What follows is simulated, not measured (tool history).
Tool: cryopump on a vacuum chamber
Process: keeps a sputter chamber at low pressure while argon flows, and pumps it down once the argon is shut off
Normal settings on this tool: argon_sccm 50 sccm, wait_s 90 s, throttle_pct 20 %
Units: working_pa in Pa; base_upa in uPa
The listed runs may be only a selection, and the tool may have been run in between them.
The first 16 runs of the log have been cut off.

{"run": 17, "hour": 178.7, "argon_sccm": 50, "wait_s": 52, "throttle_pct": 20, "working_pa": 0.1868, "base_upa": 1.63}
{"run": 18, "hour": 186.0, "argon_sccm": 50, "wait_s": 23, "throttle_pct": 20, "working_pa": 0.1886, "base_upa": 3.01}
{"run": 19, "hour": 199.6, "argon_sccm": 50, "wait_s": 33, "throttle_pct": 24, "working_pa": 0.1578, "base_upa": 2.31}
{"run": 20, "hour": 214.1, "argon_sccm": 50, "wait_s": 33, "throttle_pct": 24, "working_pa": 0.1597, "base_upa": 2.32}
{"run": 21, "hour": 222.5, "argon_sccm": 34, "wait_s": 90, "throttle_pct": 33, "working_pa": 0.0805, "base_upa": 1.27}
{"run": 22, "hour": 232.9, "argon_sccm": 39, "wait_s": 90, "throttle_pct": 49, "working_pa": 0.0635, "base_upa": 1.28}
{"run": 23, "hour": 247.4, "argon_sccm": 39, "wait_s": 90, "throttle_pct": 49, "working_pa": 0.064, "base_upa": 1.34}
{"run": 24, "hour": 259.4, "argon_sccm": 50, "wait_s": 44, "throttle_pct": 51, "working_pa": 0.0802, "base_upa": 1.94}
{"run": 25, "hour": 272.1, "argon_sccm": 50, "wait_s": 44, "throttle_pct": 51, "working_pa": 0.0799, "base_upa": 1.96}
{"run": 26, "hour": 279.6, "argon_sccm": 50, "wait_s": 44, "throttle_pct": 51, "working_pa": 0.0795, "base_upa": 1.91}
{"run": 27, "hour": 295.0, "argon_sccm": 50, "wait_s": 56, "throttle_pct": 23, "working_pa": 0.1673, "base_upa": 1.67}
{"run": 28, "hour": 310.1, "argon_sccm": 25, "wait_s": 90, "throttle_pct": 20, "working_pa": 0.0951, "base_upa": 1.32}
{"run": 29, "hour": 322.9, "argon_sccm": 25, "wait_s": 90, "throttle_pct": 20, "working_pa": 0.0946, "base_upa": 1.36}
{"run": 30, "hour": 336.9, "argon_sccm": 34, "wait_s": 90, "throttle_pct": 53, "working_pa": 0.0524, "base_upa": 1.4}

What does the tool deliver on the next run?
{"run": 31, "hour": 345.3, "argon_sccm": 27, "wait_s": 45, "throttle_pct": 35, "working_pa": "?", "base_upa": "?"}

{"run 31": {"working_pa": 0.0618, "base_upa": 1.98}}
Had the tool carried no hidden state, the very same run would have given working_pa 0.0568 Pa, base_upa 1.32 uPa.
